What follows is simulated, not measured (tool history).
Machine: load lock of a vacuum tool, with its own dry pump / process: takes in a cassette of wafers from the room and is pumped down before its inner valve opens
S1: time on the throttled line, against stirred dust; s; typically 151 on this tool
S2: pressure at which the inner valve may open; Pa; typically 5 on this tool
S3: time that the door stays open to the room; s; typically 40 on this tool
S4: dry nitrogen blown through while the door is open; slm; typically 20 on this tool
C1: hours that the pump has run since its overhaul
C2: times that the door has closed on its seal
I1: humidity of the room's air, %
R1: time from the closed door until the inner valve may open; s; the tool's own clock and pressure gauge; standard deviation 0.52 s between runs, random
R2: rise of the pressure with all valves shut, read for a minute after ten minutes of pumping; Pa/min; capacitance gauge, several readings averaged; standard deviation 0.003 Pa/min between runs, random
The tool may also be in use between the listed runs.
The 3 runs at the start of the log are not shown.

run 4 hour=263.7 | S1=151 S2=5 S3=235 S4=20 | C1=6088 C2=11810 | I1=41.3 | R1=230.2 R2=0.114
run 5 hour=387.1 | S1=151 S2=5 S3=235 S4=20 | C1=6211 C2=12244 | I1=45.1 | R1=230.8 R2=0.122
run 6 hour=482.5 | S1=151 S2=5 S3=42 S4=20 | C1=6307 C2=12580 | I1=45.8 | R1=229.6 R2=0.080
run 7 hour=608.2 | S1=151 S2=5 S3=42 S4=20 | C1=6432 C2=13022 | I1=46.6 | R1=230.2 R2=0.087
run 8 hour=706.6 | S1=151 S2=5 S3=42 S4=20 | C1=6531 C2=13369 | I1=42.8 | R1=230.1 R2=0.088
run 9 hour=833.6 | S1=151 S2=5 S3=40 S4=20 | C1=6658 C2=13816 | I1=45.4 | R1=230.3 R2=0.085
run 10 hour=912.3 | S1=89 S2=5 S3=40 S4=20 | C1=6736 C2=14093 | I1=44.6 | R1=176.2 R2=0.088
run 11 hour=970.9 | S1=89 S2=5 S3=40 S4=20 | C1=6795 C2=14299 | I1=45.8 | R1=175.8 R2=0.085
run 12 hour=1047.5 | S1=229 S2=5 S3=40 S4=20 | C1=6872 C2=14569 | I1=49.3 | R1=299.5 R2=0.096
run 13 hour=1155.8 | S1=229 S2=5 S3=40 S4=20 | C1=6980 C2=14950 | I1=46.6 | R1=300.3 R2=0.091
run 14 hour=1240.7 | S1=229 S2=5 S3=40 S4=20 | C1=7065 C2=15249 | I1=43.1 | R1=300.3 R2=0.090
run 15 hour=1346.7 | S1=151 S2=6 S3=40 S4=20 | C1=7171 C2=15622 | I1=46.3 | R1=229.7 R2=0.095

Run 16 comes next. What will it give?
run 16 hour=1472.8 | S1=151 S2=6 S3=40 S4=20 | C1=7297 C2=16066 | I1=45.1 | R1=? R2=?

Logged for run 16: R1 229.3 s, R2 0.097 Pa/min.
Had the tool carried no hidden state, the very same run would have given R1 224.2 s, R2 0.025 Pa/min.
